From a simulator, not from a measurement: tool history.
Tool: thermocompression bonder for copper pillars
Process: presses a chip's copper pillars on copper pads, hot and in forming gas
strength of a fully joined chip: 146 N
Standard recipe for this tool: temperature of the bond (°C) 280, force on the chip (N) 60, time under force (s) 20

| run | hour | temperature of the bond (°C) | force on the chip (N) | time under force (s) | force that shears a chip off (N) |
|---|---|---|---|---|---|
| 1 | 0.0 | 280 | 60 | 20 | 62.5 |
| 2 | 6.7 | 280 | 60 | 18 | 59.6 |
| 3 | 14.4 | 280 | 60 | 20 | 62.0 |
| 4 | 24.5 | 280 | 60 | 20 | 62.3 |
| 5 | 31.2 | 280 | 60 | 20 | 62.5 |
| 6 | 39.2 | 280 | 60 | 20 | 62.2 |
| 7 | 49.5 | 280 | 60 | 20 | 62.2 |
| 8 | 58.8 | 298 | 60 | 20 | 77.8 |
| 9 | 67.4 | 280 | 67 | 20 | 68.4 |
| 10 | 73.2 | 280 | 67 | 20 | 68.9 |
| 11 | 80.1 | 269 | 73 | 38 | 80.1 |
| 12 | 89.2 | 269 | 73 | 38 | 79.7 |
| 13 | 99.2 | 278 | 67 | 25 | 72.1 |
| 14 | 106.2 | 278 | 67 | 25 | 72.7 |
| 15 | 115.5 | 280 | 60 | 18 | 60.6 |
| 16 | 121.0 | 280 | 49 | 30 | 61.9 |
| 17 | 132.6 | 280 | 49 | 30 | 61.5 |
| 18 | 144.2 | 280 | 49 | 30 | 61.4 |
| 19 | 150.7 | 280 | 49 | 30 | 62.3 |

Below, some changes in force that shears a chip off (N) between adjacent runs. For each, the amount present without the hidden state too (settings, incoming material, random variation) and the amount remaining for the hidden state with gauge scatter not shared by both compared results:
The tool's hidden condition here consists of: true temperature of the bond over the reading, C; force that reaches the chip, % of what is set; oxide that the forming gas leaves, % of the face; drift of the gauge itself on shear_n, %.
Run 3 -> 4: nothing adjusted, nothing logged. force that shears a chip off (N) +0.3: hidden state +0.1, all else +0.2.
Run 7 -> 8: temperature of the bond (°C) 280 -> 298. force that shears a chip off (N) +15.6: hidden state +0.0, all else +15.6.
